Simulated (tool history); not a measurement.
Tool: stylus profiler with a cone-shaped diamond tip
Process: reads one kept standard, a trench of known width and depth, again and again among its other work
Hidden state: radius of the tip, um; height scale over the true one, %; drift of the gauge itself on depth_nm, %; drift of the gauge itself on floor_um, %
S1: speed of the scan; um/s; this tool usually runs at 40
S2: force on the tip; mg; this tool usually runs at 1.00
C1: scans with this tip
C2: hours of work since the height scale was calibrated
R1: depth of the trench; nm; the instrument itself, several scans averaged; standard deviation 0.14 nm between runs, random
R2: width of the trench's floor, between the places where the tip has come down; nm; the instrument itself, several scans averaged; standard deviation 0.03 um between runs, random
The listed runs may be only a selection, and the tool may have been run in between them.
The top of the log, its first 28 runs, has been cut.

run	hour	S1	S2	C1	C2	R1	R2
29	473.8	75	0.72	8963	758	502.00	95620
30	496.5	14	0.73	9139	773	501.86	95960
31	515.5	14	0.73	9286	785	501.80	95930
32	532.5	10	0.73	9418	797	501.99	95970
33	550.8	10	0.73	9560	808	502.17	95950
34	564.5	128	1.00	9666	817	502.87	95360
35	577.7	45	1.89	9769	826	504.76	95790
36	601.4	21	0.88	9953	842	502.13	95820
37	614.9	26	0.75	10057	851	501.88	95770
38	626.5	26	0.75	10147	858	502.00	95820
39	645.1	61	1.62	10292	870	504.27	95680
40	668.2	49	1.62	10471	886	503.86	95720
41	682.3	88	0.37	10581	895	500.96	95220
42	703.9	26	1.00	10748	909	502.50	95800
43	716.4	21	1.45	10845	917	503.40	95760
44	735.0	24	1.87	10989	929	504.19	95760
45	748.8	30	1.18	11096	938	502.96	95690
46	762.4	22	0.82	11202	947	502.21	95700
47	776.6	29	2.02	11312	957	504.67	95690

Alternative continuations, all from the tool just after run 47; predict every row:
A	798.8	34	2.02	11484	971	?	?
B	798.8	40	0.46	11484	971	?	?
C	798.8	16	2.05	11484	971	?	?
D	798.8	14	2.42	11484	971	?	?

run	R1	R2
A	504.62	95680
B	501.25	95520
C	504.69	95730
D	505.45	95730
With no hidden state in the tool, these same runs would have given:
run	R1	R2
A	505.84	96870
B	502.47	96710
C	505.92	96920
D	506.68	96920
